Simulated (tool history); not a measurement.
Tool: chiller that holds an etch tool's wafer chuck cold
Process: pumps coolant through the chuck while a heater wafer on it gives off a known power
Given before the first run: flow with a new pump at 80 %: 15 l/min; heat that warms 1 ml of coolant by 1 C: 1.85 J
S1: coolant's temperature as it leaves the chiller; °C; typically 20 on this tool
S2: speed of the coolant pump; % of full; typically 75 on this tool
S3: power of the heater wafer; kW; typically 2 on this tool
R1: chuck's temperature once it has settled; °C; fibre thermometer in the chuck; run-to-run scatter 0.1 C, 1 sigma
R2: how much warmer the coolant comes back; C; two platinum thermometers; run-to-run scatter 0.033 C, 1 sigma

run 1 day=0 | S1=20 S2=75 S3=2 | R1=40.9 R2=4.66
run 2 day=1.396 | S1=20 S2=74 S3=2 | R1=41.1 R2=4.76
run 3 day=2.738 | S1=17 S2=75 S3=2 | R1=38 R2=4.68
run 4 day=3.954 | S1=17 S2=75 S3=2 | R1=37.8 R2=4.65
run 5 day=5.212 | S1=17 S2=75 S3=2 | R1=37.9 R2=4.72
run 6 day=6.738 | S1=17 S2=75 S3=2 | R1=37.9 R2=4.66
run 7 day=7.738 | S1=17 S2=75 S3=2 | R1=38 R2=4.68
run 8 day=9.146 | S1=20 S2=75 S3=2 | R1=40.9 R2=4.65
run 9 day=9.95 | S1=20 S2=75 S3=2 | R1=40.8 R2=4.78
run 10 day=11 | S1=20 S2=75 S3=2 | R1=41 R2=4.68
run 11 day=11.792 | S1=13 S2=75 S3=2 | R1=34.1 R2=4.69
run 12 day=13.038 | S1=13 S2=75 S3=2 | R1=34 R2=4.67
run 13 day=14.138 | S1=13 S2=75 S3=2 | R1=34 R2=4.74
run 14 day=15.646 | S1=13 S2=75 S3=2 | R1=34.2 R2=4.75
run 15 day=16.992 | S1=13 S2=75 S3=2 | R1=34.1 R2=4.62
run 16 day=18.321 | S1=20 S2=75 S3=2 | R1=41.2 R2=4.65
run 17 day=19.079 | S1=20 S2=96 S3=2 | R1=37.1 R2=3.68
run 18 day=20.104 | S1=20 S2=75 S3=1.045 | R1=30.8 R2=2.44
run 19 day=21.583 | S1=20 S2=84 S3=1.045 | R1=30 R2=2.22
run 20 day=23.121 | S1=17 S2=75 S3=2 | R1=38.3 R2=4.71
run 21 day=24.454 | S1=22 S2=80 S3=1.145 | R1=33.5 R2=2.55
run 22 day=25.438 | S1=22 S2=80 S3=2.852 | R1=50.8 R2=6.33
run 23 day=26.454 | S1=19 S2=75 S3=2 | R1=40.2 R2=4.76
run 24 day=27.708 | S1=26 S2=86 S3=2 | R1=44.9 R2=4.12
run 25 day=29.271 | S1=28 S2=67 S3=2 | R1=51.3 R2=5.27
run 26 day=30.1 | S1=28 S2=67 S3=2 | R1=51.4 R2=5.24
run 27 day=31.333 | S1=28 S2=67 S3=2 | R1=51.4 R2=5.33
run 28 day=32.171 | S1=28 S2=67 S3=2 | R1=51.6 R2=5.29
run 29 day=33.521 | S1=14 S2=67 S3=2.958 | R1=48.8 R2=7.85
run 30 day=34.188 | S1=20 S2=77 S3=2.253 | R1=43.4 R2=5.19
run 31 day=35.517 | S1=18 S2=85 S3=2.344 | R1=40.8 R2=4.91

Same runs, no hidden state in the tool, same run-to-run variation:
Hidden conditions of the tool in this case: heat passed by the chuck's channels, % of clean ones'; flow at a given pump speed, % of a new pump's; coolant's true temperature over the reading, C; drift of the gauge itself on chuck_c, C; drift of the gauge itself on warmer_back_c, C.
run=1 R1=39.7 R2=4.59
run=2 R1=39.8 R2=4.69
run=3 R1=36.7 R2=4.61
run=4 R1=36.5 R2=4.58
run=5 R1=36.5 R2=4.64
run=6 R1=36.6 R2=4.58
run=7 R1=36.6 R2=4.6
run=8 R1=39.5 R2=4.56
run=9 R1=39.3 R2=4.69
run=10 R1=39.5 R2=4.59
run=11 R1=32.6 R2=4.6
run=12 R1=32.6 R2=4.58
run=13 R1=32.5 R2=4.64
run=14 R1=32.7 R2=4.65
run=15 R1=32.6 R2=4.52
run=16 R1=39.6 R2=4.55
run=17 R1=35.9 R2=3.6
run=18 R1=30.1 R2=2.38
run=19 R1=29.4 R2=2.17
run=20 R1=36.7 R2=4.59
run=21 R1=32.7 R2=2.49
run=22 R1=48.5 R2=6.17
run=23 R1=38.6 R2=4.64
run=24 R1=43.5 R2=4.01
run=25 R1=49.4 R2=5.13
run=26 R1=49.5 R2=5.09
run=27 R1=49.5 R2=5.18
run=28 R1=49.7 R2=5.14
run=29 R1=45.8 R2=7.63
run=30 R1=41.5 R2=5.04
run=31 R1=38.9 R2=4.76
